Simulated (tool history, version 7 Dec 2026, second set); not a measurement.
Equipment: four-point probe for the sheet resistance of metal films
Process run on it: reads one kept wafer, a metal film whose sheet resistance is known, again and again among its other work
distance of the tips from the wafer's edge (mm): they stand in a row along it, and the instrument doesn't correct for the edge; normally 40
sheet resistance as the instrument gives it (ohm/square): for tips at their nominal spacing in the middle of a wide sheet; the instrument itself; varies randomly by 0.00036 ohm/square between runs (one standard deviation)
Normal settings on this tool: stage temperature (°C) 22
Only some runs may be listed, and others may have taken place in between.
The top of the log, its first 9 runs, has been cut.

run,day,stage temperature (°C),distance of the tips from the wafer's edge (mm),touches since the probe head was changed,hours of work since the stage's thermometer was calibrated,sheet resistance as the instrument gives it (ohm/square)
10,5.221,22,25,112392,394,1.786724
11,5.675,27,25,112798,400,1.775692
12,6.038,27,25,113125,405,1.776128
# day 6.271: new probe head fitted
13,6.538,20,25,242,411,1.790231
14,7.275,27,40,901,421,1.773972
15,8.062,22,6,1605,432,1.825096
16,8.854,22,6,2316,442,1.824912
17,9.454,22,6,2853,450,1.825544
18,10.129,29,31,3457,459,1.771255
19,10.492,29,31,3783,464,1.771211
20,11.196,29,31,4412,474,1.77111
21,11.938,20,26,5077,484,1.789875
22,12.5,22,30,5580,491,1.785691
23,13.146,24,6,6160,500,1.821511
24,13.842,24,3,6783,509,1.935253
25,14.25,31,38,7147,515,1.766426
26,14.6,19,40,7463,519,1.790697
27,15.054,19,40,7870,525,1.790944
28,15.446,20,40,8221,531,1.788564
29,15.792,20,40,8529,535,1.788792
30,16.125,20,40,8829,540,1.788849
31,16.621,35,4,9272,546,1.848372
32,17.142,35,4,9740,553,1.848167
33,17.967,25,58,10476,564,1.777992
34,18.704,21,55,11137,574,1.785793

Alternative continuations, all from the tool just after run 34; predict every row:
A,19.104,27,57,11497,580,?
B,19.104,22,13,11497,580,?
C,19.104,21,35,11497,580,?

run,sheet resistance as the instrument gives it (ohm/square)
A,1.773675
B,1.79288
C,1.787121
With no hidden state in the tool, these same runs would have given:
run,sheet resistance as the instrument gives it (ohm/square)
A,1.77358
B,1.792785
C,1.787026

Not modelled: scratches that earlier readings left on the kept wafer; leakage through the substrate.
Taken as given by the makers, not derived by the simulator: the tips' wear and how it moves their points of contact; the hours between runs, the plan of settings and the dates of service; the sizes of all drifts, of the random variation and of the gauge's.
